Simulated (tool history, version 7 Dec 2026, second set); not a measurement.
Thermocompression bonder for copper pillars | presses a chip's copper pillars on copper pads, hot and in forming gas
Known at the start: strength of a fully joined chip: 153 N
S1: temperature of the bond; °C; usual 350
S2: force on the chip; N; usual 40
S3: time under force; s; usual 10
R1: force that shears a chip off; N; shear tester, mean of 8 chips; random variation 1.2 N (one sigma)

run 1 day=0 | S1=350 S2=40 S3=10 | R1=111.3
run 2 day=2.296 | S1=350 S2=40 S3=10 | R1=110.7
run 3 day=4.696 | S1=350 S2=40 S3=10 | R1=109.3
run 4 day=6.621 | S1=350 S2=40 S3=5 | R1=90.1
-- day=7.667 forming gas filter changed
run 5 day=8.342 | S1=350 S2=40 S3=5 | R1=101.6
run 6 day=11.012 | S1=350 S2=40 S3=5 | R1=100.9
run 7 day=12.85 | S1=350 S2=40 S3=5 | R1=99.9
run 8 day=15.396 | S1=350 S2=40 S3=10 | R1=117
run 9 day=18.067 | S1=350 S2=33 S3=10 | R1=102.6
run 10 day=19.35 | S1=350 S2=33 S3=10 | R1=100.4
run 11 day=20.612 | S1=350 S2=33 S3=10 | R1=99.7
run 12 day=23.479 | S1=350 S2=40 S3=10 | R1=110.8
run 13 day=25.192 | S1=350 S2=40 S3=10 | R1=111.1
run 14 day=26.708 | S1=327 S2=40 S3=10 | R1=95.2
-- day=27.721 heater calibrated with a thermocouple chip
-- day=27.742 forming gas filter changed
run 15 day=28.888 | S1=327 S2=40 S3=10 | R1=99.2
run 16 day=30.762 | S1=351 S2=40 S3=10 | R1=113.6
run 17 day=33.171 | S1=351 S2=40 S3=10 | R1=113.9
run 18 day=34.946 | S1=340 S2=40 S3=10 | R1=107.1
run 19 day=37.692 | S1=350 S2=40 S3=10 | R1=110.7
run 20 day=39.817 | S1=350 S2=40 S3=10 | R1=110.2
run 21 day=41.721 | S1=350 S2=40 S3=10 | R1=106.8
run 22 day=44.108 | S1=350 S2=34 S3=15 | R1=103.7
run 23 day=46.921 | S1=373 S2=32 S3=17 | R1=114.3
-- day=47.792 forming gas filter changed
run 24 day=48.179 | S1=350 S2=35 S3=10 | R1=107.3
run 25 day=49.817 | S1=350 S2=54 S3=15 | R1=141.3
run 26 day=51.567 | S1=350 S2=54 S3=15 | R1=139.9
run 27 day=53.679 | S1=376 S2=48 S3=8 | R1=131.8
run 28 day=55.112 | S1=376 S2=48 S3=8 | R1=131.7
run 29 day=56.583 | S1=327 S2=48 S3=8 | R1=105.7
run 30 day=59.238 | S1=327 S2=48 S3=8 | R1=104.2
run 31 day=61.675 | S1=334 S2=56 S3=18 | R1=129.9
run 32 day=64.192 | S1=333 S2=40 S3=24 | R1=118.9
run 33 day=65.362 | S1=328 S2=40 S3=24 | R1=114.9
run 34 day=67.475 | S1=328 S2=40 S3=13 | R1=100.9
-- day=67.8 forming gas filter changed
run 35 day=69.738 | S1=328 S2=40 S3=13 | R1=112.7
run 36 day=72.604 | S1=328 S2=40 S3=11 | R1=106.8
run 37 day=74.283 | S1=368 S2=40 S3=6 | R1=115.1
run 38 day=77.038 | S1=368 S2=31 S3=16 | R1=119.5
run 39 day=79.542 | S1=345 S2=27 S3=25 | R1=108.9

4 ways to go on from here, each from the tool as it stands after run 39. What would each give?
run A day=81.204 | S1=350 S2=32 S3=10 | R1=?
run B day=81.204 | S1=376 S2=27 S3=25 | R1=?
run C day=81.204 | S1=345 S2=27 S3=12 | R1=?
run D day=81.204 | S1=334 S2=27 S3=25 | R1=?

run=A R1=98.7
run=B R1=120.9
run=C R1=86.2
run=D R1=99
Without the tool's hidden state the same runs would have given:
run=A R1=96.4
run=B R1=122.7
run=C R1=83
run=D R1=96.7
